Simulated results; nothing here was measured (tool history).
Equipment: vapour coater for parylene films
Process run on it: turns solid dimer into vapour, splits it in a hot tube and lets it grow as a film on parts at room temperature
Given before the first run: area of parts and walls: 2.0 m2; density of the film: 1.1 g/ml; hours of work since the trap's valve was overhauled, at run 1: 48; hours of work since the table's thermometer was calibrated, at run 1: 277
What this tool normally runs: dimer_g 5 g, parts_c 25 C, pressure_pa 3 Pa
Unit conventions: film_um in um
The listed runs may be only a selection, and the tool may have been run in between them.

run   hour  dimer_g  parts_c  pressure_pa  hours of work since the trap's valve was overhauled  hours of work since the table's thermometer was calibrated  film_um
  1      0        5       25            3                                                   48                                                         277     1.03
  2   27.9        5       25            3                                                   66                                                         294     1.03
  3   47.3        5       30            3                                                   78                                                         307     0.88
  4   81.8        5       30            3                                                  100                                                         328     0.88
  5    112        5       25            3                                                  119                                                         348     1.04
  6  146.6        4       25            3                                                  141                                                         369     0.82
  7  165.2        4       25            3                                                  153                                                         381     0.82
  8  194.2        4       25            3                                                  171                                                         400     0.81
  9  228.6        7       19         3.38                                                  193                                                         421     1.75
 10  259.8        8       36        11.51                                                  212                                                         441     1.02
 11  288.3        7       36         2.47                                                  231                                                         459     0.98
 12  321.1        4       25         3.27                                                  251                                                         480     0.84
 13  336.5        6       26         2.88                                                  261                                                         490     1.17

For some of the steps in film_um from one run to the next: how much would appear even if the tool had no hidden state, given the settings, what came in and random variation, and how much remains for the hidden state plus any gauge scatter that the measured result and the result without hidden state don't share?
The hidden state here: vapour lost through the trap's worn valve, %; true temperature of the parts over the reading, C; drift of the gauge itself on film_um, %.
Run 8 -> 9: dimer_g 4 -> 7, parts_c 25 -> 19, pressure_pa 3 -> 3.38. film_um +0.94 um: hidden state -0.04, all else +0.98.
